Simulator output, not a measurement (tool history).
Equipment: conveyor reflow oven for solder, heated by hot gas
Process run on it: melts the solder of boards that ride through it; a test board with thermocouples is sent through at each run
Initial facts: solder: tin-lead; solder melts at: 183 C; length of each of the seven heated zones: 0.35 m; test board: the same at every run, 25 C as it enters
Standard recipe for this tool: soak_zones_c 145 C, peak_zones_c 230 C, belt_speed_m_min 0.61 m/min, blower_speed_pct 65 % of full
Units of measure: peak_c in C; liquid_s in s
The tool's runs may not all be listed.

run 1 hour=0 | soak_zones_c=145 peak_zones_c=230 belt_speed_m_min=0.61 blower_speed_pct=65 | peak_c=208.2 liquid_s=45.1
-- hour=22.8 flux residue cleaned out of gas plates and filters
run 2 hour=57.8 | soak_zones_c=145 peak_zones_c=230 belt_speed_m_min=0.61 blower_speed_pct=65 | peak_c=209 liquid_s=46.6
run 3 hour=121.3 | soak_zones_c=145 peak_zones_c=230 belt_speed_m_min=0.61 blower_speed_pct=65 | peak_c=208.4 liquid_s=46.3
run 4 hour=173.3 | soak_zones_c=145 peak_zones_c=230 belt_speed_m_min=0.61 blower_speed_pct=65 | peak_c=208.7 liquid_s=46.4
run 5 hour=204.6 | soak_zones_c=145 peak_zones_c=230 belt_speed_m_min=0.61 blower_speed_pct=65 | peak_c=208.3 liquid_s=45.6
run 6 hour=262.2 | soak_zones_c=130 peak_zones_c=230 belt_speed_m_min=0.61 blower_speed_pct=65 | peak_c=203.8 liquid_s=36.2
run 7 hour=306.1 | soak_zones_c=145 peak_zones_c=230 belt_speed_m_min=0.61 blower_speed_pct=65 | peak_c=207.4 liquid_s=44.6
-- hour=325.8 flux residue cleaned out of gas plates and filters
run 8 hour=368.5 | soak_zones_c=154 peak_zones_c=222 belt_speed_m_min=0.547 blower_speed_pct=51 | peak_c=205.3 liquid_s=51.9
run 9 hour=432.4 | soak_zones_c=158 peak_zones_c=231 belt_speed_m_min=0.634 blower_speed_pct=51 | peak_c=208.2 liquid_s=48.4
run 10 hour=496.2 | soak_zones_c=158 peak_zones_c=231 belt_speed_m_min=0.634 blower_speed_pct=51 | peak_c=207.8 liquid_s=46.8
run 11 hour=535.9 | soak_zones_c=138 peak_zones_c=231 belt_speed_m_min=0.634 blower_speed_pct=71 | peak_c=206.9 liquid_s=40.4
-- hour=567.3 thermocouples of zones 6 and 7 changed
run 12 hour=568.6 | soak_zones_c=142 peak_zones_c=230 belt_speed_m_min=0.61 blower_speed_pct=68 | peak_c=209 liquid_s=44.6
-- hour=630.7 flux residue cleaned out of gas plates and filters
run 13 hour=631.1 | soak_zones_c=154 peak_zones_c=230 belt_speed_m_min=0.583 blower_speed_pct=61 | peak_c=212.6 liquid_s=56.1
run 14 hour=684.4 | soak_zones_c=145 peak_zones_c=230 belt_speed_m_min=0.51 blower_speed_pct=61 | peak_c=214.4 liquid_s=63

5 ways to go on from here, each from the tool as it stands after run 14. What would each give?
run A hour=717.2 | soak_zones_c=145 peak_zones_c=230 belt_speed_m_min=0.61 blower_speed_pct=65 | peak_c=? liquid_s=?
run B hour=717.2 | soak_zones_c=157 peak_zones_c=239 belt_speed_m_min=0.615 blower_speed_pct=65 | peak_c=? liquid_s=?
run C hour=717.2 | soak_zones_c=145 peak_zones_c=230 belt_speed_m_min=0.723 blower_speed_pct=68 | peak_c=? liquid_s=?
run D hour=717.2 | soak_zones_c=139 peak_zones_c=230 belt_speed_m_min=0.527 blower_speed_pct=61 | peak_c=? liquid_s=?
run E hour=717.2 | soak_zones_c=145 peak_zones_c=243 belt_speed_m_min=0.51 blower_speed_pct=59 | peak_c=? liquid_s=?

run=A peak_c=209.6 liquid_s=47
run=B peak_c=219.2 liquid_s=58.8
run=C peak_c=203.7 liquid_s=33.8
run=D peak_c=212.5 liquid_s=56.1
run=E peak_c=224.5 liquid_s=70.6
Stripped of hidden state, with their random variation kept, the same runs would have yielded:
run=A peak_c=210 liquid_s=46.6
run=B peak_c=219.5 liquid_s=58.2
run=C peak_c=204.1 liquid_s=33.7
run=D peak_c=212.8 liquid_s=55.6
run=E peak_c=224.8 liquid_s=69.8

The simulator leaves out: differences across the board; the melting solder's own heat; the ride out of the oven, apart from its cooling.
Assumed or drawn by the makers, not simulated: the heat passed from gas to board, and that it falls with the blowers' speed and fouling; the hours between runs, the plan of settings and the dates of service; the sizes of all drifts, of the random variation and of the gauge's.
